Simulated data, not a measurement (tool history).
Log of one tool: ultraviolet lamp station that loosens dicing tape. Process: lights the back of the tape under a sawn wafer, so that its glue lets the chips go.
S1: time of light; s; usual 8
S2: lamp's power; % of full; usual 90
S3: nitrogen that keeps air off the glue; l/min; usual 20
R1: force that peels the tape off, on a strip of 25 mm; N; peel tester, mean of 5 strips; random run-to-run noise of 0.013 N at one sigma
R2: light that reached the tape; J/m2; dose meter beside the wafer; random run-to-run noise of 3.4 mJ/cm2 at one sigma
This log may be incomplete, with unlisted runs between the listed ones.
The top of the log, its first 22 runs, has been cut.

run	day	S1	S2	S3	R1	R2
23	11.904	6	64	10	3.289	2550
24	12.275	8	70	36	0.834	3810
25	12.871	8	70	36	0.831	3710
26	13.208	8	70	36	0.882	3760
27	13.708	8	70	36	0.865	3690
28	14.346	8	71	16	1.505	3770
29	15.088	5	63	16	3.430	2060
30	15.821	5	63	16	3.575	2090
31	16.279	5	63	16	3.446	2050
32	16.738	9	75	36	0.589	4470
33	17.421	11	75	36	0.362	5370
34	18.108	11	75	36	0.374	5360
35	18.642	8	70	17	1.594	3580

Forecast each of these 4 alternatives for the next run:
A	19.212	12	77	17	?	?
B	19.212	8	77	6	?	?
C	19.212	4	90	13	?	?
D	19.212	8	90	34	?	?

run	R1	R2
A	0.560	5990
B	2.669	4000
C	3.449	2290
D	0.541	4610
The same runs, with their run-to-run variation unchanged, on a tool lacking any hidden condition would have given:
run	R1	R2
A	0.377	7050
B	2.147	4700
C	2.879	2700
D	0.364	5430
